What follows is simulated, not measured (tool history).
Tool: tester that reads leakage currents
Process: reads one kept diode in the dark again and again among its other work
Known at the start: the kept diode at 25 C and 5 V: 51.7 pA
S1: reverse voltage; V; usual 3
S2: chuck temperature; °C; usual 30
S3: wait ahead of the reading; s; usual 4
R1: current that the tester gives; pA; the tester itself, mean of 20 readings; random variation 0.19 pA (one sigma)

run,hour,S1,S2,S3,R1
1,0,3,30,4,60.15
2,80.4,3,30,4,59.7
3,219.1,3,30,4,59.38
4,316.5,3,30,4,59.19
5,398.9,19.21,30,4,137.72
6,486.1,3,37,4,97.53
7,625.5,3,37,4,97.14
8,758.6,3,30,4,58.78
9,834.3,3,30,0.61,59.28
10,913,3,30,0.61,59.19
11,1040.3,3,30,0.61,58.84
12,1123.8,3,30,4,58.33
13,1241.4,3,30,4,58.14
14,1376.7,3,30,4,57.73
15,1525.3,1.8,30,4,45.97
16,1662,1.8,30,4,45.38
17,1772.9,1.8,30,4,45.7
18,1837.7,3,30,4,57.16
# hour 1897.6: tester calibrated
19,1956.5,3,30,4,58.26
20,2100.6,3,30,4,58.19
21,2164.9,1.79,36,1.75,70.5
22,2257.3,8.28,36,0.43,143.48
# hour 2350.7: chuck's temperature calibrated
23,2350.7,8.28,36,0.43,157.46
24,2509.3,8.28,36,0.43,156.36
25,2604.7,17.24,25,0.43,111.55
26,2717.5,5.03,30,1.26,81.65
27,2786.2,2.08,45,4,151.64
28,2869.5,2.08,45,4,151.81
29,3019.5,2.18,28,2.78,47.46
30,3159.8,2.18,28,2.78,47.35
31,3242.9,1.38,32,2.78,51
32,3393,6.37,48,0.5,297.5
33,3549.7,5.75,51,6.1,342.38
34,3613.9,12.53,59,0.34,797.79
35,3721.7,12.53,59,8.14,792.15
36,3843.9,3,30,0.92,61.95
# hour 3857.1: probe card cleaned and baked
37,3934.9,19.34,30,4,127.63
38,4017.5,1.39,33,0.39,52.36
39,4097.2,15.31,53,0.77,570.87

5 ways to go on from here, each from the tool as it stands after run 39. What would each give?
A,4232.5,6.52,53,0.77,?
B,4232.5,15.31,58,0.99,?
C,4232.5,3.28,43,1.71,?
D,4232.5,6.39,25,4,?
E,4232.5,15.31,59,0.77,?

run,R1
A,394.61
B,775.57
C,151.55
D,54.65
E,832.17
Without the tool's hidden state the same runs would have given:
run,R1
A,418.76
B,821.6
C,161.25
D,57.89
E,881.4
